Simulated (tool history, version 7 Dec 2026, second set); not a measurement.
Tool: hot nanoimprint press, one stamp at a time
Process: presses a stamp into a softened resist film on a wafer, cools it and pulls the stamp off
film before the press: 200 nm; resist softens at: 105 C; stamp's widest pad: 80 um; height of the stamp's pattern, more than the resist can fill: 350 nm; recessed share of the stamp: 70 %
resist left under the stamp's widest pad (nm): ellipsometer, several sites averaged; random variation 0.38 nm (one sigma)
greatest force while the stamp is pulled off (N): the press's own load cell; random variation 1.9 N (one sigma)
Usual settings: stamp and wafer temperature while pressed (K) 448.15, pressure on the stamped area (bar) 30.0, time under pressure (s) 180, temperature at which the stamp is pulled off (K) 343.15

run,hour,stamp and wafer temperature while pressed (K),pressure on the stamped area (bar),time under pressure (s),temperature at which the stamp is pulled off (K),resist left under the stamp's widest pad (nm),greatest force while the stamp is pulled off (N)
1,0.0,448.15,30.0,180,343.15,97.8,125
# hour 8.9: plate thermocouple calibrated
2,29.5,448.15,30.0,180,343.15,97.4,127
# hour 84.3: stamp cleaned and given a new release coat
3,84.3,448.15,30.0,180,348.15,98.0,112
4,110.8,448.15,30.0,180,348.15,98.2,112
5,138.9,448.15,43.6,180,348.15,84.6,113
6,173.5,448.15,43.6,180,348.15,84.5,113
7,214.7,448.15,43.6,180,348.15,84.4,112
8,253.8,448.15,43.6,180,348.15,84.7,113
9,276.9,448.15,43.6,180,348.15,84.3,114
10,299.1,448.15,30.0,180,340.15,98.2,132
11,347.1,448.15,23.9,180,340.15,106.8,132
12,379.3,448.15,23.9,180,340.15,106.8,132
13,419.7,448.15,23.9,180,329.15,107.1,157
14,454.2,448.15,23.9,180,329.15,106.8,156
15,501.2,457.15,30.0,153,342.15,75.4,129
# hour 511.3: stamp cleaned and given a new release coat
16,556.4,454.15,30.0,180,348.15,78.7,115
# hour 583.7: press's hydraulic seals changed and the load cell set to zero
17,584.2,454.15,30.0,180,340.15,78.9,132
18,614.4,448.15,45.3,168,343.15,85.5,124
# hour 640.4: plate thermocouple calibrated
19,645.3,448.15,45.3,168,343.15,85.1,127
20,678.1,448.15,45.3,168,343.15,85.1,124
21,710.4,448.15,45.3,168,343.15,85.3,124

The next listed run, before its measurement:
22,732.9,448.15,36.5,168,344.15,?,?

{"run 22": {"resist left under the stamp's widest pad (nm)": 93.3, "greatest force while the stamp is pulled off (N)": 122}}
Without the tool's hidden state the same run would have given resist left under the stamp's widest pad (nm) 93.2, greatest force while the stamp is pulled off (N) 122.

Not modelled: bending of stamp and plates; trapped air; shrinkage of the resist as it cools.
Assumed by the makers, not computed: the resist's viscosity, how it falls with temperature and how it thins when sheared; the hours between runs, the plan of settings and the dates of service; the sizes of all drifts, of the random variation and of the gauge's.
